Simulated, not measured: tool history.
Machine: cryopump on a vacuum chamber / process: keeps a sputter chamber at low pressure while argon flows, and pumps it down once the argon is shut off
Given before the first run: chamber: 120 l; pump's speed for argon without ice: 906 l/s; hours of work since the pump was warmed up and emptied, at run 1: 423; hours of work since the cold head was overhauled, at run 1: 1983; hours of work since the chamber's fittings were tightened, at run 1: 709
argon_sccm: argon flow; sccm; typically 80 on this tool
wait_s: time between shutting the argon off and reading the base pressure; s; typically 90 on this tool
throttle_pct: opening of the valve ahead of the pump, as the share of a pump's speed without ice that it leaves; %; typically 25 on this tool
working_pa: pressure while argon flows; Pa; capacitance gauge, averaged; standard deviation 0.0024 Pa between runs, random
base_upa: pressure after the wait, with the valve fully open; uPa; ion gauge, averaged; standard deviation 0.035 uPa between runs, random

run	hour	argon_sccm	wait_s	throttle_pct	hours of work since the pump was warmed up and emptied	hours of work since the cold head was overhauled	hours of work since the chamber's fittings were tightened	working_pa	base_upa
1	0	80	90	25	423	1983	709	0.6313	3.47
2	94.7	80	90	25	470	2030	756	0.6281	3.69
3	142	80	90	25	493	2053	779	0.6314	3.64
4	246.1	80	90	25	544	2104	830	0.6449	3.79
5	320	80	90	55	580	2140	866	0.316	3.92
6	399.5	80	90	55	619	2179	905	0.3188	4.14
7	451.8	80	90	28	645	2204	930	0.5823	4.19
8	510	80	90	28	673	2233	959	0.5902	4.26
9	610.6	80	90	28	722	2282	1008	0.5861	4.55
# hour 632.1: pump warmed up, emptied and cooled again
# hour 650.5: leaking fittings of the chamber tightened, without venting
10	716.3	80	28	25	40	2331	32	0.6038	5.64
11	810.9	80	28	25	87	2377	79	0.6111	5.66
12	872	80	28	25	116	2407	108	0.6053	5.56
13	916.2	80	28	25	138	2428	130	0.6144	5.61
14	997.9	80	90	25	178	2468	170	0.6071	2.31
15	1089.4	80	90	24	223	2513	215	0.6352	2.45
16	1143.4	80	90	24	249	2540	241	0.6413	2.47
17	1232.8	80	231	24	293	2583	285	0.6426	1.69
18	1326.6	106	90	25	339	2629	331	0.8193	2.67
19	1394.8	51	184	18	373	2663	365	0.5419	1.97
20	1494.2	140	62	25	421	2711	413	1.0843	3.57
21	1555.3	81	228	31	451	2741	443	0.5186	1.96
22	1607.5	109	21	16	477	2767	469	1.3127	8.15
23	1703.6	77	90	47	524	2814	516	0.3385	3.11
24	1782.4	77	90	47	562	2853	554	0.3422	3.19
25	1861.2	69	22	16	601	2891	593	0.838	8.16
26	1953.6	37	269	16	646	2936	638	0.4502	2.45
27	2002.7	37	269	16	670	2961	662	0.4521	2.52
28	2099.4	121	62	27	718	3008	710	0.9022	4.38
# hour 2127.5: pump warmed up, emptied and cooled again
29	2160.2	121	62	27	16	3035	737	0.8486	3.98
30	2251.6	54	32	22	61	3080	782	0.4654	6.26
31	2327.6	94	22	23	98	3117	819	0.7707	8.42
32	2392.5	94	22	23	130	3149	851	0.7728	8.43
33	2485.3	98	90	52	175	3194	896	0.3687	3.76
34	2555.9	105	78	52	210	3229	931	0.4013	4.12
35	2652	101	78	52	257	3276	978	0.3874	4.19

For each run, the measured value with the value that run would have given without the tool's hidden condition subtracted. The run-to-run variation is shared by both, the gauge scatter possibly not:
Hidden state at play: pump's speed, % of a pump's without ice; cold plate's temperature, K; leak into the chamber, uPa l/s; drift of the gauge itself on working_pa, %; drift of the gauge itself on base_upa, %.
run	working_pa	base_upa
1	+0.0319	+1.59
2	+0.0346	+1.75
3	+0.0365	+1.76
4	+0.0409	+1.9
5	+0.0432	+2.04
6	+0.0463	+2.21
7	+0.0484	+2.28
8	+0.0509	+2.36
9	+0.0544	+2.58
10	+0.0064	+0.13
11	+0.0088	+0.22
12	+0.0102	+0.27
13	+0.0114	+0.31
14	+0.0133	+0.4
15	+0.0156	+0.51
16	+0.0171	+0.57
17	+0.0196	+0.68
18	+0.0297	+0.76
19	+0.0156	+0.85
20	+0.0482	+0.95
21	+0.03	+1.01
22	+0.0428	+1.09
23	+0.0333	+1.21
24	+0.0358	+1.31
25	+0.0344	+1.41
26	+0.02	+1.58
27	+0.0209	+1.65
28	+0.0735	+1.76
29	+0.0101	+1.37
30	+0.006	+1.47
31	+0.0128	+1.58
32	+0.0146	+1.64
33	+0.0185	+1.81
34	+0.0225	+1.91
35	+0.025	+2.02

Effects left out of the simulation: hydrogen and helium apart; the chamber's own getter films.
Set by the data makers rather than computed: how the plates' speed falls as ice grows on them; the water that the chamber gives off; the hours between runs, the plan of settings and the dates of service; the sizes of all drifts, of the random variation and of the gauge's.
